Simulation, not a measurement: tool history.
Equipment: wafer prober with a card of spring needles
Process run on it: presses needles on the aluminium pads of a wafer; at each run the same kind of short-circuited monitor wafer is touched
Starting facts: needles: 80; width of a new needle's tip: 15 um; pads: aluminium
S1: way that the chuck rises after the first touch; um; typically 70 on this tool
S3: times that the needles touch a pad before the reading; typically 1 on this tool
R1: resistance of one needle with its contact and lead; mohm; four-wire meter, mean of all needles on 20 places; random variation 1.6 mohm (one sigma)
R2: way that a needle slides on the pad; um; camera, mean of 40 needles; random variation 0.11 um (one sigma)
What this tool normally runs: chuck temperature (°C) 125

Run 1, day 0: usual settings. Result: R1 181 mohm, R2 16.01 um.
Run 2, day 0.4: usual settings. Result: R1 195 mohm, R2 16.05 um.
At day 0.471: tips cleaned on abrasive film.
Run 3, day 0.879: usual settings. Result: R1 186 mohm, R2 16.08 um.
At day 1.258: tips cleaned on abrasive film.
Run 4, day 1.321: usual settings. Result: R1 172 mohm, R2 16.12 um.
At day 2.038: tips cleaned on abrasive film.
Run 5, day 2.046: usual settings. Result: R1 165 mohm, R2 15.83 um.
Run 6, day 2.371: usual settings. Result: R1 185 mohm, R2 15.9 um.
Run 7, day 2.662: usual settings. Result: R1 197 mohm, R2 15.83 um.
At day 2.817: tips cleaned on abrasive film.
Run 8, day 3.338: usual settings. Result: R1 193 mohm, R2 15.92 um.
At day 3.562: tips cleaned on abrasive film.
Run 9, day 3.896: usual settings. Result: R1 182 mohm, R2 15.91 um.
At day 4.308: tips cleaned on abrasive film.
Run 10, day 4.396: usual settings. Result: R1 171 mohm, R2 15.75 um.
Run 11, day 4.971: usual settings. Result: R1 198 mohm, R2 15.75 um.
At day 5.088: tips cleaned on abrasive film.
Run 12, day 5.65: usual settings. Result: R1 193 mohm, R2 15.84 um.
At day 5.867: tips cleaned on abrasive film.
Run 13, day 5.954: usual settings but S1 88 um. Result: R1 166 mohm, R2 19.96 um.
Run 14, day 6.267: usual settings but S1 88 um. Result: R1 179 mohm, R2 20.28 um.
At day 6.617: tips cleaned on abrasive film.
Run 15, day 6.921: usual settings. Result: R1 188 mohm, R2 15.89 um.
Run 16, day 7.267: usual settings. Result: R1 195 mohm, R2 15.87 um.
At day 7.367: tips cleaned on abrasive film.
Run 17, day 7.85: usual settings. Result: R1 190 mohm, R2 15.75 um.
At day 8.117: tips cleaned on abrasive film.
Run 18, day 8.575: usual settings. Result: R1 188 mohm, R2 15.46 um.
At day 8.892: tips cleaned on abrasive film.
Run 19, day 9.008: usual settings but S1 60 um, S3 2. Result: R1 172 mohm, R2 13.45 um.
At day 9.654: tips cleaned on abrasive film.
Run 20, day 9.729: usual settings but S1 58 um, chuck temperature (°C) 42. Result: R1 164 mohm, R2 13.06 um.
At day 10.396: tips cleaned on abrasive film.
Run 21, day 10.396: usual settings but S1 57 um, chuck temperature (°C) 80. Result: R1 161 mohm, R2 12.61 um.
Run 22, day 10.796: usual settings but S1 57 um, chuck temperature (°C) 80. Result: R1 193 mohm, R2 12.66 um.
Run 23, day 11.092: usual settings but S1 57 um, chuck temperature (°C) 80. Result: R1 212 mohm, R2 12.6 um.
At day 11.142: tips cleaned on abrasive film.
Run 24, day 11.783: usual settings but S1 81 um, chuck temperature (°C) 74, S3 2. Result: R1 172 mohm, R2 18.1 um.
At day 11.888: tips cleaned on abrasive film.
Run 25, day 12.358: usual settings but S1 54 um, chuck temperature (°C) 26. Result: R1 197 mohm, R2 12.07 um.
At day 12.658: tips cleaned on abrasive film.
Run 26, day 12.758: usual settings but chuck temperature (°C) 52, S3 2. Result: R1 157 mohm, R2 15.75 um.
Run 27, day 13.367: usual settings but chuck temperature (°C) 52, S3 2. Result: R1 174 mohm, R2 15.42 um.
At day 13.408: tips cleaned on abrasive film.
Run 28, day 13.783: usual settings but chuck temperature (°C) 52, S3 2. Result: R1 167 mohm, R2 15.28 um.
Run 29, day 14.112: usual settings but chuck temperature (°C) 52, S3 2. Result: R1 177 mohm, R2 15.65 um.
At day 14.171: tips cleaned on abrasive film.
Run 30, day 14.667: usual settings but S1 64 um, chuck temperature (°C) 28, S3 3. Result: R1 161 mohm, R2 14.23 um.
At day 14.921: tips cleaned on abrasive film.
Run 31, day 15.192: usual settings but S1 78 um. Result: R1 178 mohm, R2 17.24 um.
At day 15.683: tips cleaned on abrasive film.
Run 32, day 15.892: usual settings but S1 62 um, chuck temperature (°C) 39, S3 2. Result: R1 167 mohm, R2 13.42 um.
Run 33, day 16.358: usual settings but S1 59 um, chuck temperature (°C) 94, S3 2. Result: R1 189 mohm, R2 12.99 um.
At day 16.446: tips cleaned on abrasive film.
Run 34, day 17.012: usual settings but S1 63 um, chuck temperature (°C) 122, S3 2. Result: R1 187 mohm, R2 13.87 um.

Forecast each of these 3 alternatives for the next run:
At day 17.217: tips cleaned on abrasive film.
Run A, day 17.521: usual settings but S1 56 um, chuck temperature (°C) 25, S3 2. Result: R1 ?, R2 ?.
At day 17.217: tips cleaned on abrasive film.
Run B, day 17.521: usual settings but S1 65 um. Result: R1 ?, R2 ?.
At day 17.217: tips cleaned on abrasive film.
Run C, day 17.521: usual settings but S1 82 um, chuck temperature (°C) 109, S3 2. Result: R1 ?, R2 ?.

run   R1     R2
  A  171  12.32
  B  187  14.16
  C  171  18.19
What these runs would have given with no unlogged condition in the tool:
run   R1     R2
  A  149  12.92
  B  162  14.76
  C  160   18.8
